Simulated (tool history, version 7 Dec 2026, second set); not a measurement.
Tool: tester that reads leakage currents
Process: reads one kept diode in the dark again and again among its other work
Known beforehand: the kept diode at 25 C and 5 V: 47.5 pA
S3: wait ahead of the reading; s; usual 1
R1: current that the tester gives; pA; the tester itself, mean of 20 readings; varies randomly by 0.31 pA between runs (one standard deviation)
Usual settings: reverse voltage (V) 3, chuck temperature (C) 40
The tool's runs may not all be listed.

run 1 hour=0 | reverse_voltage_(V)=3 chuck_temperature_(C)=40 S3=1 | R1=108.41
run 2 hour=72.7 | reverse_voltage_(V)=3 chuck_temperature_(C)=40 S3=1 | R1=107.63
run 3 hour=131.6 | reverse_voltage_(V)=3 chuck_temperature_(C)=40 S3=1 | R1=108.43
run 4 hour=235.3 | reverse_voltage_(V)=1.24 chuck_temperature_(C)=40 S3=1 | R1=66.74
run 5 hour=325.5 | reverse_voltage_(V)=1.24 chuck_temperature_(C)=40 S3=1 | R1=67.59
run 6 hour=442.2 | reverse_voltage_(V)=1.24 chuck_temperature_(C)=40 S3=1 | R1=67.1
run 7 hour=492.3 | reverse_voltage_(V)=1.24 chuck_temperature_(C)=40 S3=1 | R1=67.31
run 8 hour=599.3 | reverse_voltage_(V)=3 chuck_temperature_(C)=40 S3=1.14 | R1=109.6
run 9 hour=692.2 | reverse_voltage_(V)=3 chuck_temperature_(C)=40 S3=1.14 | R1=109.84
run 10 hour=752.1 | reverse_voltage_(V)=3 chuck_temperature_(C)=28 S3=1.14 | R1=49.76
run 11 hour=819.8 | reverse_voltage_(V)=16.29 chuck_temperature_(C)=40 S3=0.42 | R1=282.7
run 12 hour=927.2 | reverse_voltage_(V)=2.82 chuck_temperature_(C)=40 S3=3.32 | R1=105.73
-- hour=964.1 chuck's temperature calibrated
run 13 hour=1031.5 | reverse_voltage_(V)=2.82 chuck_temperature_(C)=40 S3=3.32 | R1=109.12
run 14 hour=1089.5 | reverse_voltage_(V)=3 chuck_temperature_(C)=40 S3=0.32 | R1=113.01
run 15 hour=1172.4 | reverse_voltage_(V)=3 chuck_temperature_(C)=40 S3=0.32 | R1=113.94
run 16 hour=1283.9 | reverse_voltage_(V)=15.51 chuck_temperature_(C)=24 S3=5.75 | R1=100.35
run 17 hour=1353.4 | reverse_voltage_(V)=9.95 chuck_temperature_(C)=40 S3=3 | R1=219.28
run 18 hour=1454.2 | reverse_voltage_(V)=2.25 chuck_temperature_(C)=31 S3=3 | R1=53.71
run 19 hour=1541.1 | reverse_voltage_(V)=1.45 chuck_temperature_(C)=31 S3=0.49 | R1=42.56
-- hour=1576.2 chuck's temperature calibrated, once more
run 20 hour=1620.8 | reverse_voltage_(V)=1.45 chuck_temperature_(C)=45 S3=6.8 | R1=96.04

What if the next run were any one of these 5? Each begins from the tool's condition after run 20:
run A hour=1676.1 | reverse_voltage_(V)=2.13 chuck_temperature_(C)=40 S3=0.89 | R1=?
run B hour=1676.1 | reverse_voltage_(V)=1.45 chuck_temperature_(C)=57 S3=6.8 | R1=?
run C hour=1676.1 | reverse_voltage_(V)=8.03 chuck_temperature_(C)=40 S3=6.28 | R1=?
run D hour=1676.1 | reverse_voltage_(V)=3 chuck_temperature_(C)=40 S3=0.71 | R1=?
run E hour=1676.1 | reverse_voltage_(V)=1.45 chuck_temperature_(C)=29 S3=0.6 | R1=?

run=A R1=85.8
run=B R1=199.1
run=C R1=177.96
run=D R1=104.03
run=E R1=33.83
Had the tool no hidden state, the same runs would have come out as:
run=A R1=84.83
run=B R1=199.99
run=C R1=172.77
run=D R1=102.47
run=E R1=32.89

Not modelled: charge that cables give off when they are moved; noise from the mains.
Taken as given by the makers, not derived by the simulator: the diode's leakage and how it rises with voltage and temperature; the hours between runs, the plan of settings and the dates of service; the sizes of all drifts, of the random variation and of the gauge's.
